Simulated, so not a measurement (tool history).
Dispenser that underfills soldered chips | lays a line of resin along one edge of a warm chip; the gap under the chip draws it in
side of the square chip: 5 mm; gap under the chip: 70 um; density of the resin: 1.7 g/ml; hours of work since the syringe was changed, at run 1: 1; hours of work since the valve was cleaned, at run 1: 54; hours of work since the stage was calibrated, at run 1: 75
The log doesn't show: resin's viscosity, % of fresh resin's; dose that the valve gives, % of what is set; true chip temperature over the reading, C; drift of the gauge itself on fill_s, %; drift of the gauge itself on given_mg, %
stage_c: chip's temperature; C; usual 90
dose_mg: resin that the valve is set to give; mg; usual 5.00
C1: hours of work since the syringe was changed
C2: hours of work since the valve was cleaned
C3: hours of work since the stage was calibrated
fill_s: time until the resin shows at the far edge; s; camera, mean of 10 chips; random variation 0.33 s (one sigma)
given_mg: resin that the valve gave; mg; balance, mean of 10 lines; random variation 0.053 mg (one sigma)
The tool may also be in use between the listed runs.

run 1 hour=0.0 | stage_c=90 dose_mg=5.00 | C1=1 C2=54 C3=75 | fill_s=13.9 given_mg=4.71
run 2 hour=5.2 | stage_c=90 dose_mg=5.00 | C1=4 C2=57 C3=79 | fill_s=14.8 given_mg=4.66
run 3 hour=9.0 | stage_c=90 dose_mg=5.00 | C1=7 C2=60 C3=82 | fill_s=16.4 given_mg=4.80
run 4 hour=13.5 | stage_c=90 dose_mg=5.00 | C1=10 C2=63 C3=85 | fill_s=18.6 given_mg=4.82
-- hour=14.8 new syringe of resin
run 5 hour=17.6 | stage_c=90 dose_mg=5.00 | C1=2 C2=66 C3=88 | fill_s=13.9 given_mg=4.65
run 6 hour=21.8 | stage_c=90 dose_mg=5.00 | C1=5 C2=69 C3=91 | fill_s=15.7 given_mg=4.82
run 7 hour=27.1 | stage_c=90 dose_mg=5.50 | C1=9 C2=73 C3=94 | fill_s=17.5 given_mg=5.21
-- hour=30.3 new syringe of resin
run 8 hour=30.3 | stage_c=90 dose_mg=5.50 | C1=0 C2=75 C3=96 | fill_s=13.3 given_mg=5.15
run 9 hour=33.7 | stage_c=96 dose_mg=5.50 | C1=2 C2=77 C3=99 | fill_s=11.5 given_mg=5.19
run 10 hour=38.6 | stage_c=82 dose_mg=5.50 | C1=6 C2=80 C3=102 | fill_s=21.8 given_mg=5.17
run 11 hour=42.0 | stage_c=90 dose_mg=5.00 | C1=8 C2=83 C3=104 | fill_s=17.7 given_mg=4.71
-- hour=46.3 new syringe of resin
run 12 hour=47.5 | stage_c=90 dose_mg=5.00 | C1=1 C2=86 C3=108 | fill_s=13.8 given_mg=4.64
run 13 hour=52.3 | stage_c=88 dose_mg=5.00 | C1=4 C2=90 C3=111 | fill_s=16.4 given_mg=4.67
run 14 hour=55.0 | stage_c=88 dose_mg=5.00 | C1=6 C2=92 C3=113 | fill_s=17.4 given_mg=4.68
run 15 hour=60.2 | stage_c=104 dose_mg=5.00 | C1=10 C2=95 C3=117 | fill_s=10.7 given_mg=4.63
-- hour=62.3 dispensing valve cleaned and set on the balance
-- hour=63.0 new syringe of resin
run 16 hour=64.2 | stage_c=104 dose_mg=5.00 | C1=1 C2=1 C3=119 | fill_s=8.2 given_mg=4.97
run 17 hour=68.4 | stage_c=104 dose_mg=5.00 | C1=4 C2=4 C3=122 | fill_s=8.9 given_mg=4.99
run 18 hour=73.9 | stage_c=104 dose_mg=5.00 | C1=8 C2=8 C3=126 | fill_s=10.3 given_mg=4.96
run 19 hour=77.8 | stage_c=102 dose_mg=5.00 | C1=10 C2=11 C3=128 | fill_s=12.1 given_mg=4.93
-- hour=78.7 new syringe of resin
run 20 hour=81.0 | stage_c=102 dose_mg=5.00 | C1=2 C2=13 C3=130 | fill_s=9.4 given_mg=4.97
run 21 hour=85.8 | stage_c=96 dose_mg=5.00 | C1=5 C2=16 C3=134 | fill_s=12.7 given_mg=5.08
run 22 hour=91.2 | stage_c=83 dose_mg=4.78 | C1=9 C2=20 C3=137 | fill_s=23.5 given_mg=4.76

Run 23 comes next. What will it give?
-- hour=94.3 new syringe of resin
run 23 hour=97.2 | stage_c=83 dose_mg=4.78 | C1=2 C2=24 C3=141 | fill_s=? given_mg=?

fill_s: 18.2 s
given_mg: 4.65 mg
Without the tool's hidden state the same run would have given fill_s 16.9 s, given_mg 4.73 mg.
